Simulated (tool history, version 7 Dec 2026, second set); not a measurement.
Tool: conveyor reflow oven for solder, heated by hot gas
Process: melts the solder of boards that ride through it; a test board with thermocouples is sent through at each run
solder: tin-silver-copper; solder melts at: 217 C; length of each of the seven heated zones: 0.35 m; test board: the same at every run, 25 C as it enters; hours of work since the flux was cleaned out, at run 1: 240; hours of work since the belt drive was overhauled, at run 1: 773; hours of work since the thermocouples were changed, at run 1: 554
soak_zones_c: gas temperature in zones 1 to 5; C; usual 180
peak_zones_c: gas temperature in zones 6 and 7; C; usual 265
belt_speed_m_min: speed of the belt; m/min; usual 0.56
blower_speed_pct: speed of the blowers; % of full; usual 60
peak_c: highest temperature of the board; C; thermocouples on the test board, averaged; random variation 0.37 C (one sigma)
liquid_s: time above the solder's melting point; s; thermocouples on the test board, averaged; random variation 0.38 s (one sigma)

run,hour,soak_zones_c,peak_zones_c,belt_speed_m_min,blower_speed_pct,hours of work since the flux was cleaned out,hours of work since the belt drive was overhauled,hours of work since the thermocouples were changed,peak_c,liquid_s
1,0,180,265,0.56,60,240,773,554,244.8,53.2
2,54.4,180,265,0.56,60,269,802,583,244.3,52.8
3,95.6,180,265,0.56,60,291,824,605,245.1,52.4
# hour 104.9: flux residue cleaned out of gas plates and filters
4,144.8,180,265,0.56,60,21,847,628,247.2,55.2
5,172.2,165,265,0.56,60,36,862,643,244.2,46.5
6,217.2,165,265,0.507,76,60,886,667,250.8,61.2

Forecast run 7:
7,271,169,265,0.507,58,88,914,695,?,?

Run 7 gave peak_c 247.1 C, liquid_s 56 s.
Without the tool's hidden state the same run would have given peak_c 248 C, liquid_s 55.1 s.

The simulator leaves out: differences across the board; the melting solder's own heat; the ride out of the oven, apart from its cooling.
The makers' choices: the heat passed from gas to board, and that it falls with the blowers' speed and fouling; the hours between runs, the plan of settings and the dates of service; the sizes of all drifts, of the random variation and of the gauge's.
